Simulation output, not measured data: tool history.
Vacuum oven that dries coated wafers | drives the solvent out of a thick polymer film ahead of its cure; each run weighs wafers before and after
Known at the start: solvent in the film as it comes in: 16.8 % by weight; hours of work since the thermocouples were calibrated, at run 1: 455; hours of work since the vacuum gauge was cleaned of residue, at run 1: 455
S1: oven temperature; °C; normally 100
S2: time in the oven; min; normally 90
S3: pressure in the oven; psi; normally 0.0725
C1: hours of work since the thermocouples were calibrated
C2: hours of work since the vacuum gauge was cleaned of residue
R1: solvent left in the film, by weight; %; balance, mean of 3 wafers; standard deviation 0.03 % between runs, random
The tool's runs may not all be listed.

| run | hour | S1 | S2 | S3 | C1 | C2 | R1 |
|---|---|---|---|---|---|---|---|
| 1 | 0 | 100 | 90 | 0.0725 | 455 | 455 | 1.6 |
| 2 | 13.5 | 100 | 90 | 0.0725 | 462 | 462 | 1.62 |
| 3 | 34.3 | 100 | 90 | 0.0725 | 474 | 474 | 1.67 |
| 4 | 59.4 | 100 | 90 | 0.0725 | 489 | 489 | 1.65 |
| 5 | 86.4 | 100 | 90 | 0.0725 | 504 | 504 | 1.62 |
| 6 | 104.6 | 100 | 90 | 0.111 | 515 | 515 | 1.78 |
| 7 | 128.4 | 100 | 90 | 0.111 | 528 | 528 | 1.81 |
| 8 | 153.8 | 100 | 90 | 0.111 | 543 | 543 | 1.83 |
| 9 | 182 | 99 | 90 | 0.111 | 559 | 559 | 1.94 |
| 10 | 202.3 | 99 | 90 | 0.111 | 571 | 571 | 2.03 |

Each row is a separate what-if for the run after 10, all from the same tool condition, not one after another. Results?
| A | 217.8 | 87 | 99 | 0.039 | 580 | 580 | ? |
| B | 217.8 | 109 | 57 | 0.1249 | 580 | 580 | ? |
| C | 217.8 | 107 | 74 | 0.105 | 580 | 580 | ? |

| run | R1 |
|---|---|
| A | 4.96 |
| B | 1.38 |
| C | 1.02 |
What these runs would have given with no unlogged condition in the tool:
| run | R1 |
|---|---|
| A | 4.5 |
| B | 1.15 |
| C | 0.8 |

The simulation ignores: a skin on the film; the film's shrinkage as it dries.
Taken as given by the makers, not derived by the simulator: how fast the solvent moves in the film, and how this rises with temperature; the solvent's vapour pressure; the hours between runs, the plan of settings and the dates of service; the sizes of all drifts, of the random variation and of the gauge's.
